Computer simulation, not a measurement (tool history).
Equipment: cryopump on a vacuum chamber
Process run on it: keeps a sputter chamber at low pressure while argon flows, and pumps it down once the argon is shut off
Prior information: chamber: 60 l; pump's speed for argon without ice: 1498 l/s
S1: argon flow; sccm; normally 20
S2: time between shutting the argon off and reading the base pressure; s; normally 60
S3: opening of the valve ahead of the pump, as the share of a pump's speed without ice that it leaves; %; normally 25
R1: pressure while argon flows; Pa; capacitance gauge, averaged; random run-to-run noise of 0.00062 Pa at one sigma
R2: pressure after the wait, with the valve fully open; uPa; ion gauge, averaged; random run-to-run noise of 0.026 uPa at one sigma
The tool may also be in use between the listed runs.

run,hour,S1,S2,S3,R1,R2
1,0.0,20,60,25,0.0947,1.26
2,35.7,20,60,25,0.0964,1.19
3,79.5,20,134,25,0.0962,0.74
4,131.5,20,60,25,0.0961,1.22
5,184.2,14,60,25,0.0680,1.25
6,216.3,20,60,25,0.0955,1.27
# hour 272.5: pump warmed up, emptied and cooled again
7,282.3,20,60,25,0.0904,1.17
8,310.9,20,60,25,0.0898,1.22
9,349.4,20,60,25,0.0905,1.22
10,408.1,20,85,25,0.0906,0.90
11,444.6,27,60,25,0.1240,1.18
12,475.8,27,60,25,0.1233,1.19
13,531.0,27,60,25,0.1226,1.26
14,571.2,35,60,25,0.1605,1.23
15,628.1,13,60,25,0.0591,1.26
16,689.6,20,238,25,0.0911,0.51
17,750.1,20,60,25,0.0914,1.21
18,778.7,20,60,25,0.0908,1.27
19,812.3,14,60,55,0.0296,1.30
20,864.2,14,60,55,0.0295,1.30
21,910.9,14,60,55,0.0299,1.28
22,945.1,31,60,25,0.1437,1.28
23,985.9,31,60,25,0.1434,1.22
24,1028.6,20,60,54,0.0433,1.24
25,1087.5,21,48,25,0.0981,1.49
26,1121.2,26,132,34,0.0905,0.82
27,1177.6,9,162,35,0.0307,0.72
28,1233.8,9,162,35,0.0307,0.70
29,1262.9,9,162,35,0.0300,0.71
30,1306.5,9,101,37,0.0285,0.95
31,1359.9,9,101,37,0.0275,0.93
32,1390.0,9,208,37,0.0291,0.67
33,1434.4,9,208,37,0.0282,0.65

Consider 3 possible next runs. They are alternatives, not a sequence: every one starts from the tool as it was left by run 33. What does each give?
A,1472.1,11,208,37,?,?
B,1472.1,10,49,37,?,?
C,1472.1,20,95,25,?,?

run,R1,R2
A,0.0355,0.70
B,0.0325,1.53
C,0.0932,1.01
Without the tool's hidden state the same runs would have given:
run,R1,R2
A,0.0335,0.49
B,0.0307,1.33
C,0.0896,0.79
